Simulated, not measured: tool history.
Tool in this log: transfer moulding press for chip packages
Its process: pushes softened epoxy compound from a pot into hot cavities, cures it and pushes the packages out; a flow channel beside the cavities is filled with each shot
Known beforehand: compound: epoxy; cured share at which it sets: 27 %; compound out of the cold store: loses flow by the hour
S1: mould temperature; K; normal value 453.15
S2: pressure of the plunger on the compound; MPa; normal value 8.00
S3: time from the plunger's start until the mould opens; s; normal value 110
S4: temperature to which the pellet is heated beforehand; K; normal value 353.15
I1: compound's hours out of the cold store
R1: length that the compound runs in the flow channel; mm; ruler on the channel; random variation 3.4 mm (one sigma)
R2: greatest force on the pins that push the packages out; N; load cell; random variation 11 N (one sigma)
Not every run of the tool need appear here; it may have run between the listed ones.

run   hour      S1    S2   S3      S4    I1   R1    R2
  1    0.0  453.15  8.00  110  353.15  32.0  825   987
  2   14.2  453.15  8.00  110  353.15  14.1  891  1046
  3   29.5  453.15  8.00  110  353.15  36.2  810  1037
  4   43.0  453.15  8.00  110  353.15  33.1  814  1077
      46.3  -- cavities cleaned with cleaning compound and waxed
  5   61.8  449.15  8.00  110  353.15  36.4  822   830
  6   75.9  449.15  8.00  110  353.15  34.4  825   974
  7   96.2  449.15  8.00  110  359.15  41.3  795  1101
  8  114.0  453.15  9.25  110  353.15   9.8  972  1031
  9  134.6  457.15  7.70  110  353.15  44.1  750   926
 10  157.3  453.15  7.95  110  353.15  46.5  761  1063
     169.1  -- cavities cleaned with cleaning compound and waxed
 11  171.3  460.15  7.01  110  358.15  46.3  701   472
 12  195.3  459.15  8.68  124  344.15  35.4  819   675
 13  216.2  455.15  9.66  141  358.15  47.7  834   794
 14  238.3  458.15  9.66  141  350.15  14.7  937   899

Run 15 has not been measured yet. What should we expect?
 15  253.3  445.15  9.66  141  350.15  39.8   ?   ?

R1: 887 mm
R2: 1054 N
The same run, on a tool lacking any hidden state, would have yielded R1 911 mm, R2 522 N.

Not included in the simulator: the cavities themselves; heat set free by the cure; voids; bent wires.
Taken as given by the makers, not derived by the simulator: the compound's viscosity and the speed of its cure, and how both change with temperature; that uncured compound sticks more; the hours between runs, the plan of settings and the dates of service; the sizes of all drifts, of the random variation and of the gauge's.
